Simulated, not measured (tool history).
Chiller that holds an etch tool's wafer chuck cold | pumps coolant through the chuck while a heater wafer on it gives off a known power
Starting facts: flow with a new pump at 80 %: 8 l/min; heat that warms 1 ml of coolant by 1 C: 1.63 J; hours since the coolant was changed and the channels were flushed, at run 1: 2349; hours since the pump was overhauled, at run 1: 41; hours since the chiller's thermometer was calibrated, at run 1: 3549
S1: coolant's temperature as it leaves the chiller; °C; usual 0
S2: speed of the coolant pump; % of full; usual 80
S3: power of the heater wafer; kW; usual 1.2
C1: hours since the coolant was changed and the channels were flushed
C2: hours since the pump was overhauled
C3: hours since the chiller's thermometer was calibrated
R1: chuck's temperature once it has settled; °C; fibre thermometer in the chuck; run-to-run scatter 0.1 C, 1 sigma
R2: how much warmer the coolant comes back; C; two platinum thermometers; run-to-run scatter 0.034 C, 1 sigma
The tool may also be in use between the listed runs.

Run 1, hour 0: usual settings; C1 2349; C2 41; C3 3549. Result: R1 9.8 °C, R2 5.55 C.
Run 2, hour 37.2: usual settings; C1 2387; C2 79; C3 3587. Result: R1 9.8 °C, R2 5.5 C.
Run 3, hour 80.9: usual settings but S3 1.717 kW; C1 2430; C2 122; C3 3630. Result: R1 13.9 °C, R2 7.88 C.
Run 4, hour 130.7: usual settings but S3 1.717 kW; C1 2480; C2 172; C3 3680. Result: R1 14.1 °C, R2 7.92 C.
Run 5, hour 195.3: usual settings but S3 1.717 kW; C1 2545; C2 237; C3 3745. Result: R1 13.9 °C, R2 7.87 C.
Run 6, hour 263: usual settings but S3 1.717 kW; C1 2612; C2 304; C3 3813. Result: R1 14 °C, R2 7.93 C.
Run 7, hour 305.9: usual settings but S3 1.717 kW; C1 2655; C2 347; C3 3855. Result: R1 14.1 °C, R2 7.93 C.
Run 8, hour 341.7: usual settings; C1 2691; C2 383; C3 3891. Result: R1 9.7 °C, R2 5.46 C.
Run 9, hour 410.8: usual settings; C1 2760; C2 452; C3 3960. Result: R1 10 °C, R2 5.51 C.
Run 10, hour 472.2: usual settings; C1 2822; C2 514; C3 4022. Result: R1 9.8 °C, R2 5.56 C.
Run 11, hour 538.4: usual settings; C1 2888; C2 580; C3 4088. Result: R1 9.5 °C, R2 5.62 C.

Forecast run 12:
Run 12, hour 603.4: usual settings; C1 2953; C2 645; C3 4153. Result: R1 ?, R2 ?.

R1: 9.9 °C
R2: 5.58 C
Minus the tool's unlogged condition, the same run would have read R1 9.9 °C, R2 5.58 C.
